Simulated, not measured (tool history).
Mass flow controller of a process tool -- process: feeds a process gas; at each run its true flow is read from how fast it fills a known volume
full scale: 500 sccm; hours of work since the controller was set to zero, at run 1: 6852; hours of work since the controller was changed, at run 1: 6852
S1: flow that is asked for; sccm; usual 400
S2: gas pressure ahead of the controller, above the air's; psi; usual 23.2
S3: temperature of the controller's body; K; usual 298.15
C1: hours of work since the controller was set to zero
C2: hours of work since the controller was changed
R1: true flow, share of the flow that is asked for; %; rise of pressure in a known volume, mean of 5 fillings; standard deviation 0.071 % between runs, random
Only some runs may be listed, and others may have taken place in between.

run,hour,S1,S2,S3,C1,C2,R1
1,0,400,23.2,298.15,6852,6852,99.6
2,385.5,358,23.2,298.15,6976,6976,99.41
3,682.2,400,23.2,298.15,7071,7071,99.61
4,937.7,400,23.2,302.15,7153,7153,99.84
5,1203.4,400,23.2,302.15,7239,7239,99.65
6,1557,400,23.2,295.15,7352,7352,99.33
7,1802.5,400,23.2,298.15,7431,7431,99.44
8,2110.2,400,30.2,298.15,7530,7530,99.13
9,2466.2,400,30.2,296.15,7644,7644,98.91
10,2945.7,400,30.2,296.15,7798,7798,98.77
11,3423.2,400,23.2,298.15,7952,7952,99.03
12,3768.1,400,23.2,298.15,8062,8062,99.11
13,4115.6,400,23.2,298.15,8174,8174,99.04
14,4580.5,400,23.2,298.15,8323,8323,98.85
15,4826.2,400,23.2,298.15,8402,8402,98.92
16,5217,400,23.2,298.15,8528,8528,98.73
17,5572.4,400,23.2,298.15,8642,8642,98.8
# hour 5921.3: controller's zero set anew
18,6070.2,400,23.2,298.15,48,8802,98.72
# hour 6328.8: controller exchanged for a calibrated one
19,6442.3,400,22.3,310.15,36,36,99.16
20,6783.5,174,24.8,304.15,146,146,97.59
21,7040.6,452,34.8,307.15,229,229,98.8
22,7523.7,112,34.8,305.15,384,384,96.8
23,8035.3,112,34.8,305.15,548,548,96.73
24,8447.9,223,23.2,298.15,681,681,97.35
25,8876.9,155,23.2,301.15,818,818,97.2
26,9275.3,399,34.5,304.15,946,946,97.96
27,9579.6,399,34.5,297.15,1044,1044,97.76
28,9914.6,400,23.4,306.15,1152,1152,98.44
29,10451.4,400,21.2,309.15,1324,1324,98.49
30,10880.5,400,21.2,309.15,1462,1462,98.57
31,11120.6,400,21.2,309.15,1539,1539,98.43
32,11446.7,400,32.9,311.15,1644,1644,98.08
33,11981.6,353,26.5,309.15,1816,1816,97.89
34,12225.7,353,26.5,309.15,1894,1894,97.89
# hour 12531.1: gauge calibrated
35,12735.1,353,26.5,309.15,2058,2058,99.79
36,13186.1,62,23.6,302.15,2203,2203,97.97

Each row is a separate what-if for the run after 36, all from the same tool condition, not one after another. Results?
A,13464.6,270,25.2,301.15,2292,2292,?
B,13464.6,182,23.6,302.15,2292,2292,?
C,13464.6,72,22.8,296.15,2292,2292,?
D,13464.6,62,28.1,294.15,2292,2292,?
E,13464.6,137,23.6,302.15,2292,2292,?

run,R1
A,98.86
B,98.47
C,97.63
D,97.35
E,98.15
What these runs would have given with no unlogged condition in the tool:
run,R1
A,99.01
B,98.62
C,97.79
D,97.5
E,98.3
